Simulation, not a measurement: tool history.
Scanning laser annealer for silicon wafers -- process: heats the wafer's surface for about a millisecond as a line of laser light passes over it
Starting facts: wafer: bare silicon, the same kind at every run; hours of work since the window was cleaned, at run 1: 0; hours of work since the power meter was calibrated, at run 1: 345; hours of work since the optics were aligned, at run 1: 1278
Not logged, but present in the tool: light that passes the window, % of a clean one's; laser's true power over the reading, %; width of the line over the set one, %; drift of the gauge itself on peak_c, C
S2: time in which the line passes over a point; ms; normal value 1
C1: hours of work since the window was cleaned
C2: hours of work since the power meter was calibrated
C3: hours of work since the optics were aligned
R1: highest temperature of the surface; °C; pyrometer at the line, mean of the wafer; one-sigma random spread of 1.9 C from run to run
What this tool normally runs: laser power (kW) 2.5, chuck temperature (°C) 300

run 1 hour=0 | laser_power_(kW)=2.5 S2=1 chuck_temperature_(°C)=300 | C1=0 C2=345 C3=1278 | R1=1110
run 2 hour=7.6 | laser_power_(kW)=2.5 S2=1 chuck_temperature_(°C)=300 | C1=5 C2=350 C3=1283 | R1=1105
run 3 hour=15.2 | laser_power_(kW)=2.5 S2=1 chuck_temperature_(°C)=300 | C1=10 C2=355 C3=1288 | R1=1109
run 4 hour=26.2 | laser_power_(kW)=2.5 S2=0.9 chuck_temperature_(°C)=300 | C1=18 C2=363 C3=1295 | R1=1068
run 5 hour=38 | laser_power_(kW)=2.5 S2=0.9 chuck_temperature_(°C)=300 | C1=26 C2=371 C3=1303 | R1=1063
run 6 hour=46.3 | laser_power_(kW)=2.5 S2=1 chuck_temperature_(°C)=300 | C1=31 C2=376 C3=1309 | R1=1108
run 7 hour=56.6 | laser_power_(kW)=2.5 S2=1 chuck_temperature_(°C)=300 | C1=38 C2=383 C3=1316 | R1=1110
run 8 hour=63.8 | laser_power_(kW)=2.5 S2=1 chuck_temperature_(°C)=300 | C1=43 C2=388 C3=1321 | R1=1105
run 9 hour=75.8 | laser_power_(kW)=2.5 S2=1 chuck_temperature_(°C)=300 | C1=51 C2=396 C3=1329 | R1=1107
run 10 hour=88.3 | laser_power_(kW)=2.251 S2=1 chuck_temperature_(°C)=300 | C1=59 C2=404 C3=1337 | R1=1013
run 11 hour=100.1 | laser_power_(kW)=2.251 S2=1 chuck_temperature_(°C)=300 | C1=67 C2=412 C3=1345 | R1=1013
run 12 hour=111.6 | laser_power_(kW)=2.251 S2=1 chuck_temperature_(°C)=300 | C1=75 C2=420 C3=1353 | R1=1010
run 13 hour=121.2 | laser_power_(kW)=2.253 S2=1 chuck_temperature_(°C)=300 | C1=81 C2=426 C3=1359 | R1=1013
run 14 hour=135.7 | laser_power_(kW)=2.253 S2=1 chuck_temperature_(°C)=300 | C1=91 C2=436 C3=1369 | R1=1012
run 15 hour=148.5 | laser_power_(kW)=2.5 S2=1 chuck_temperature_(°C)=300 | C1=100 C2=445 C3=1378 | R1=1103
run 16 hour=157.1 | laser_power_(kW)=2.5 S2=1 chuck_temperature_(°C)=300 | C1=106 C2=451 C3=1383 | R1=1104
run 17 hour=163.8 | laser_power_(kW)=2.5 S2=1 chuck_temperature_(°C)=300 | C1=110 C2=455 C3=1388 | R1=1101
run 18 hour=177.6 | laser_power_(kW)=2.251 S2=1.13 chuck_temperature_(°C)=278 | C1=119 C2=464 C3=1397 | R1=1036
run 19 hour=184.3 | laser_power_(kW)=2.251 S2=1.13 chuck_temperature_(°C)=278 | C1=124 C2=469 C3=1402 | R1=1036
run 20 hour=191.9 | laser_power_(kW)=2.251 S2=1.13 chuck_temperature_(°C)=278 | C1=129 C2=474 C3=1407 | R1=1035
run 21 hour=205.2 | laser_power_(kW)=2.2 S2=0.9 chuck_temperature_(°C)=278 | C1=138 C2=483 C3=1416 | R1=931
run 22 hour=217.4 | laser_power_(kW)=2.203 S2=0.81 chuck_temperature_(°C)=278 | C1=146 C2=491 C3=1424 | R1=893

For run 23, what comes out?
-- hour=231.8 optics aligned, line set to its width
run 23 hour=235.2 | laser_power_(kW)=2.687 S2=0.87 chuck_temperature_(°C)=300 | C1=155 C2=500 C3=2 | R1=?

{"run 23": {"R1": 1124}}
Take away the tool's hidden state, keep the run-to-run variation as it was, and the same run would have given R1 1130 °C.

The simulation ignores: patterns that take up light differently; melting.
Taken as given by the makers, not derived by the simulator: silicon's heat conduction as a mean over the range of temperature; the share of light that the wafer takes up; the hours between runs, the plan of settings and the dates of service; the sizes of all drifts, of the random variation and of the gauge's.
